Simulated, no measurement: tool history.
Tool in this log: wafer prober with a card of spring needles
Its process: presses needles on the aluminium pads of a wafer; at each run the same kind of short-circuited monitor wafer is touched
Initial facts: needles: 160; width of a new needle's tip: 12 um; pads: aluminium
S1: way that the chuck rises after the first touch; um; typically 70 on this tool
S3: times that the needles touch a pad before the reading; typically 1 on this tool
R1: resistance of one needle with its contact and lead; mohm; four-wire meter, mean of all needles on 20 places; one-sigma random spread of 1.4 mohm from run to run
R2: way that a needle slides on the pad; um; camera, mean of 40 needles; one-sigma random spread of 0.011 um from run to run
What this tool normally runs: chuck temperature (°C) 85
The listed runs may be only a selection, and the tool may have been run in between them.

{"run": 1, "hour": 0.0, "S1": 70, "chuck temperature (°C)": 85, "S3": 1, "R1": 153, "R2": 11.06}
{"hour": 6.2, "done": "tips cleaned on abrasive film"}
{"hour": 12.4, "done": "tips cleaned on abrasive film"}
{"run": 2, "hour": 15.1, "S1": 70, "chuck temperature (°C)": 85, "S3": 1, "R1": 207, "R2": 10.97}
{"hour": 18.1, "done": "tips cleaned on abrasive film"}
{"run": 3, "hour": 23.3, "S1": 70, "chuck temperature (°C)": 85, "S3": 1, "R1": 245, "R2": 10.98}
{"hour": 24.6, "done": "tips cleaned on abrasive film"}
{"hour": 30.4, "done": "tips cleaned on abrasive film"}
{"hour": 36.2, "done": "tips cleaned on abrasive film"}
{"run": 4, "hour": 37.7, "S1": 70, "chuck temperature (°C)": 85, "S3": 1, "R1": 172, "R2": 10.97}
{"hour": 41.9, "done": "tips cleaned on abrasive film"}
{"run": 5, "hour": 44.6, "S1": 70, "chuck temperature (°C)": 85, "S3": 1, "R1": 207, "R2": 10.95}
{"hour": 47.7, "done": "tips cleaned on abrasive film"}
{"hour": 54.0, "done": "tips cleaned on abrasive film"}
{"hour": 55.4, "done": "tips cleaned on abrasive film, once more"}
{"run": 6, "hour": 55.9, "S1": 70, "chuck temperature (°C)": 85, "S3": 1, "R1": 146, "R2": 10.94}
{"hour": 61.0, "done": "tips cleaned on abrasive film"}
{"hour": 65.3, "done": "height of the first contact set anew"}
{"hour": 67.7, "done": "tips cleaned on abrasive film"}
{"run": 7, "hour": 68.4, "S1": 70, "chuck temperature (°C)": 68, "S3": 1, "R1": 155, "R2": 11.16}
{"hour": 73.8, "done": "tips cleaned on abrasive film"}
{"hour": 80.0, "done": "tips cleaned on abrasive film"}
{"run": 8, "hour": 85.0, "S1": 70, "chuck temperature (°C)": 68, "S3": 1, "R1": 248, "R2": 11.13}
{"hour": 86.4, "done": "tips cleaned on abrasive film"}
{"hour": 92.5, "done": "tips cleaned on abrasive film"}
{"hour": 97.9, "done": "tips cleaned on abrasive film"}
{"run": 9, "hour": 101.5, "S1": 70, "chuck temperature (°C)": 68, "S3": 1, "R1": 217, "R2": 11.12}
{"hour": 103.6, "done": "tips cleaned on abrasive film"}
{"hour": 109.8, "done": "tips cleaned on abrasive film"}
{"hour": 116.0, "done": "tips cleaned on abrasive film"}
{"run": 10, "hour": 117.4, "S1": 68, "chuck temperature (°C)": 39, "S3": 2, "R1": 160, "R2": 10.77}
{"hour": 121.4, "done": "tips cleaned on abrasive film"}
{"hour": 127.0, "done": "tips cleaned on abrasive film"}
{"hour": 132.6, "done": "tips cleaned on abrasive film"}
{"run": 11, "hour": 132.6, "S1": 53, "chuck temperature (°C)": 39, "S3": 2, "R1": 129, "R2": 8.38}
{"hour": 138.0, "done": "tips cleaned on abrasive film"}
{"hour": 144.2, "done": "tips cleaned on abrasive film"}
{"run": 12, "hour": 147.0, "S1": 84, "chuck temperature (°C)": 33, "S3": 2, "R1": 156, "R2": 13.31}
{"hour": 150.3, "done": "tips cleaned on abrasive film"}
{"hour": 156.1, "done": "tips cleaned on abrasive film"}
{"run": 13, "hour": 157.2, "S1": 84, "chuck temperature (°C)": 33, "S3": 2, "R1": 133, "R2": 13.29}
{"hour": 162.1, "done": "tips cleaned on abrasive film"}
{"hour": 167.6, "done": "tips cleaned on abrasive film"}
{"run": 14, "hour": 168.1, "S1": 64, "chuck temperature (°C)": 111, "S3": 2, "R1": 152, "R2": 10.07}
{"hour": 173.5, "done": "tips cleaned on abrasive film"}
{"run": 15, "hour": 177.8, "S1": 64, "chuck temperature (°C)": 111, "S3": 2, "R1": 205, "R2": 10.06}
{"hour": 179.9, "done": "tips cleaned on abrasive film"}
{"hour": 186.1, "done": "tips cleaned on abrasive film"}
{"run": 16, "hour": 188.9, "S1": 64, "chuck temperature (°C)": 111, "S3": 2, "R1": 185, "R2": 10.06}

Forecast each of these 3 alternatives for the next run:
{"hour": 191.5, "done": "tips cleaned on abrasive film"}
{"hour": 198.0, "done": "tips cleaned on abrasive film"}
{"run": "A", "hour": 202.1, "S1": 61, "chuck temperature (°C)": 38, "S3": 2, "R1": "?", "R2": "?"}
{"hour": 191.5, "done": "tips cleaned on abrasive film"}
{"hour": 198.0, "done": "tips cleaned on abrasive film"}
{"run": "B", "hour": 202.1, "S1": 79, "chuck temperature (°C)": 50, "S3": 1, "R1": "?", "R2": "?"}
{"hour": 191.5, "done": "tips cleaned on abrasive film"}
{"hour": 198.0, "done": "tips cleaned on abrasive film"}
{"run": "C", "hour": 202.1, "S1": 60, "chuck temperature (°C)": 111, "S3": 3, "R1": "?", "R2": "?"}

run=A R1=211 R2=9.53
run=B R1=215 R2=12.41
run=C R1=185 R2=9.41
With no hidden state in the tool, these same runs would have given:
run=A R1=116 R2=9.7
run=B R1=115 R2=12.59
run=C R1=131 R2=9.58

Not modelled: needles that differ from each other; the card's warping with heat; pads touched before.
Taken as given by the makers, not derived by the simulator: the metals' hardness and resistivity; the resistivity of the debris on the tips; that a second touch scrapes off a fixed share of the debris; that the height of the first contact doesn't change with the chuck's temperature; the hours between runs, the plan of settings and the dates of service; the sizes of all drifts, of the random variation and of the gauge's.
